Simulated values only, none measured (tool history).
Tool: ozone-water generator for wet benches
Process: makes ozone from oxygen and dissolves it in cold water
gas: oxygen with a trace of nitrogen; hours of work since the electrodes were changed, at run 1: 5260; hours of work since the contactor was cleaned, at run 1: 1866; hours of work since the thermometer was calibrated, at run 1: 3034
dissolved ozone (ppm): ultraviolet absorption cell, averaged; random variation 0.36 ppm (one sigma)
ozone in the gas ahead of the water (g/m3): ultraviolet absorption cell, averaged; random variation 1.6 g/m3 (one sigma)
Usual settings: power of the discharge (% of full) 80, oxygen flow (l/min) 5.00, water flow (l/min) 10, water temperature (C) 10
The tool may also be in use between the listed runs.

run     day  power of the discharge (% of full)  oxygen flow (l/min)  water flow (l/min)  water temperature (C)  hours of work since the electrodes were changed  hours of work since the contactor was cleaned  hours of work since the thermometer was calibrated  dissolved ozone (ppm)  ozone in the gas ahead of the water (g/m3)
  1   0.000                                  80                 5.00                  10                     10                                             5260                                           1866                                                3034                   47.3                                       259.5
  2   4.817                                  80                 5.00                  10                     10                                             5364                                           1970                                                3138                   47.7                                       262.2
  3   9.717                                  80                 5.00                  10                     10                                             5470                                           2075                                                3243                   47.4                                       258.2
     14.554  -- water thermometer calibrated
  4  14.554                                  80                 5.00                  10                     10                                             5573                                           2179                                                   0                   46.4                                       258.2
  5  21.788                                  80                 5.00                  14                     10                                             5729                                           2335                                                 156                   38.3                                       256.3
  6  30.042                                  80                 5.00                  14                     10                                             5907                                           2513                                                 334                   37.3                                       253.2
  7  34.188                                  80                 5.00                  14                     10                                             5996                                           2602                                                 423                   37.4                                       253.7
  8  39.567                                  76                 5.00                  10                     10                                             6112                                           2718                                                 539                   43.7                                       240.8
  9  44.462                                  76                 5.00                  10                     10                                             6217                                           2823                                                 644                   43.8                                       240.8
 10  50.362                                  80                 6.45                  10                     10                                             6345                                           2950                                                 771                   44.4                                       217.9
     53.304  -- water thermometer calibrated, once more
 11  59.146                                  73                 6.45                  12                     17                                             6533                                           3139                                                 126                   32.7                                       203.1
 12  65.788                                  73                 6.45                  12                     17                                             6676                                           3282                                                 269                   32.5                                       202.4

Forecast run 13:
 13  72.629                                  55                 7.86                  12                     16                                             6824                                           3430                                                 416                      ?                                           ?

{"run 13": {"dissolved ozone (ppm)": 26.0, "ozone in the gas ahead of the water (g/m3)": 148.2}}
Without the tool's hidden state the same run would have given dissolved ozone (ppm) 31.8, ozone in the gas ahead of the water (g/m3) 177.2.

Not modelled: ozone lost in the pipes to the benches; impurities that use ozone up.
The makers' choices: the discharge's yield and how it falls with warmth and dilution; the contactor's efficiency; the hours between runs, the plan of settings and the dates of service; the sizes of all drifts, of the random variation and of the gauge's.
